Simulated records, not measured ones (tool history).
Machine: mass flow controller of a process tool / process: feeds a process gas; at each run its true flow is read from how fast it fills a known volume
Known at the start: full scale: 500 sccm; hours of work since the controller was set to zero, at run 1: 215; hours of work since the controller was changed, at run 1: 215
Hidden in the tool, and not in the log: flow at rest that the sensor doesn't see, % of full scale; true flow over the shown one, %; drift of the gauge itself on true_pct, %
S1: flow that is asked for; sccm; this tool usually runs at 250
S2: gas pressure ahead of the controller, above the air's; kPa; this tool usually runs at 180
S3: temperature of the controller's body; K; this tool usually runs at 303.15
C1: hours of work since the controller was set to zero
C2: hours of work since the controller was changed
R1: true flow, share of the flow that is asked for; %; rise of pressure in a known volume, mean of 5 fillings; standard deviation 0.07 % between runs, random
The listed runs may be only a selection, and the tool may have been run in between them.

run 1 hour=0 | S1=250 S2=180 S3=303.15 | C1=215 C2=215 | R1=98.55
run 2 hour=157.7 | S1=250 S2=180 S3=303.15 | C1=278 C2=278 | R1=98.57
run 3 hour=396 | S1=250 S2=180 S3=303.15 | C1=373 C2=373 | R1=98.48
run 4 hour=640.5 | S1=250 S2=180 S3=303.15 | C1=471 C2=471 | R1=98.36
run 5 hour=959.8 | S1=250 S2=180 S3=303.15 | C1=598 C2=598 | R1=98.33
run 6 hour=1181.2 | S1=250 S2=180 S3=303.15 | C1=687 C2=687 | R1=98.4
run 7 hour=1339.7 | S1=250 S2=180 S3=300.15 | C1=750 C2=750 | R1=98.38
run 8 hour=1475.1 | S1=250 S2=180 S3=303.15 | C1=804 C2=804 | R1=98.19
run 9 hour=1652.7 | S1=174 S2=180 S3=303.15 | C1=875 C2=875 | R1=97.77
run 10 hour=1836.8 | S1=250 S2=180 S3=303.15 | C1=949 C2=949 | R1=98.17
run 11 hour=2024.2 | S1=250 S2=180 S3=303.15 | C1=1024 C2=1024 | R1=98.06
run 12 hour=2197.4 | S1=250 S2=154 S3=303.15 | C1=1093 C2=1093 | R1=98.08
run 13 hour=2440.7 | S1=52 S2=154 S3=303.15 | C1=1190 C2=1190 | R1=95.82
run 14 hour=2593.7 | S1=52 S2=154 S3=303.15 | C1=1251 C2=1251 | R1=95.93
run 15 hour=2871.5 | S1=250 S2=180 S3=303.15 | C1=1362 C2=1362 | R1=97.93
run 16 hour=3076.6 | S1=250 S2=180 S3=303.15 | C1=1444 C2=1444 | R1=97.9
run 17 hour=3353.2 | S1=250 S2=180 S3=303.15 | C1=1554 C2=1554 | R1=97.91
run 18 hour=3536.7 | S1=154 S2=180 S3=303.15 | C1=1628 C2=1628 | R1=97.11
run 19 hour=3699.5 | S1=250 S2=180 S3=303.15 | C1=1693 C2=1693 | R1=97.85
run 20 hour=3946.7 | S1=132 S2=180 S3=303.15 | C1=1792 C2=1792 | R1=96.72
run 21 hour=4166.4 | S1=132 S2=180 S3=303.15 | C1=1879 C2=1879 | R1=96.72
run 22 hour=4432.4 | S1=132 S2=180 S3=303.15 | C1=1986 C2=1986 | R1=96.57
run 23 hour=4564.2 | S1=132 S2=180 S3=303.15 | C1=2038 C2=2038 | R1=96.53
run 24 hour=4824.9 | S1=132 S2=180 S3=303.15 | C1=2142 C2=2142 | R1=96.51
run 25 hour=5134.5 | S1=132 S2=214 S3=310.15 | C1=2266 C2=2266 | R1=96.56
run 26 hour=5399.1 | S1=132 S2=214 S3=310.15 | C1=2372 C2=2372 | R1=96.4
run 27 hour=5548.3 | S1=145 S2=180 S3=310.15 | C1=2431 C2=2431 | R1=96.31
run 28 hour=5707.5 | S1=250 S2=180 S3=302.15 | C1=2495 C2=2495 | R1=97.42
run 29 hour=5953.3 | S1=76 S2=142 S3=307.15 | C1=2593 C2=2593 | R1=95.03
run 30 hour=6200.6 | S1=76 S2=142 S3=307.15 | C1=2692 C2=2692 | R1=94.87
run 31 hour=6453.5 | S1=311 S2=241 S3=312.15 | C1=2793 C2=2793 | R1=97.53
run 32 hour=6627.8 | S1=311 S2=241 S3=312.15 | C1=2863 C2=2863 | R1=97.38
run 33 hour=6830.5 | S1=250 S2=147 S3=303.15 | C1=2943 C2=2943 | R1=97.05
run 34 hour=6966 | S1=411 S2=239 S3=310.15 | C1=2998 C2=2998 | R1=98.08
run 35 hour=7224.5 | S1=411 S2=239 S3=310.15 | C1=3101 C2=3101 | R1=98.08
run 36 hour=7533.1 | S1=329 S2=251 S3=301.15 | C1=3224 C2=3224 | R1=97.95
run 37 hour=7797.5 | S1=250 S2=220 S3=303.15 | C1=3330 C2=3330 | R1=97.03
run 38 hour=8064.1 | S1=250 S2=220 S3=303.15 | C1=3436 C2=3436 | R1=97.12
run 39 hour=8209.6 | S1=250 S2=220 S3=303.15 | C1=3494 C2=3494 | R1=96.9
run 40 hour=8355.3 | S1=134 S2=162 S3=303.15 | C1=3553 C2=3553 | R1=95.52
run 41 hour=8596.4 | S1=134 S2=193 S3=304.15 | C1=3649 C2=3649 | R1=95.58
run 42 hour=8878.8 | S1=95 S2=180 S3=303.15 | C1=3762 C2=3762 | R1=94.52
run 43 hour=9127.9 | S1=169 S2=180 S3=301.15 | C1=3861 C2=3861 | R1=96
run 44 hour=9371 | S1=494 S2=180 S3=311.15 | C1=3958 C2=3958 | R1=97.89
run 45 hour=9584.9 | S1=191 S2=166 S3=311.15 | C1=4044 C2=4044 | R1=95.54
run 46 hour=9844.9 | S1=288 S2=143 S3=296.15 | C1=4148 C2=4148 | R1=97.02
run 47 hour=10139.9 | S1=288 S2=143 S3=296.15 | C1=4265 C2=4265 | R1=96.88

What if the next run were any one of these 5? Each begins from the tool's condition after run 47:
run A hour=10373.3 | S1=250 S2=154 S3=303.15 | C1=4359 C2=4359 | R1=?
run B hour=10373.3 | S1=421 S2=184 S3=303.15 | C1=4359 C2=4359 | R1=?
run C hour=10373.3 | S1=165 S2=204 S3=312.15 | C1=4359 C2=4359 | R1=?
run D hour=10373.3 | S1=85 S2=268 S3=301.15 | C1=4359 C2=4359 | R1=?
run E hour=10373.3 | S1=210 S2=263 S3=303.15 | C1=4359 C2=4359 | R1=?

run=A R1=96.43
run=B R1=97.68
run=C R1=95.26
run=D R1=93.95
run=E R1=96.24
With no hidden state in the tool, these same runs would have given:
run=A R1=98.59
run=B R1=99.43
run=C R1=97.94
run=D R1=98.05
run=E R1=98.59
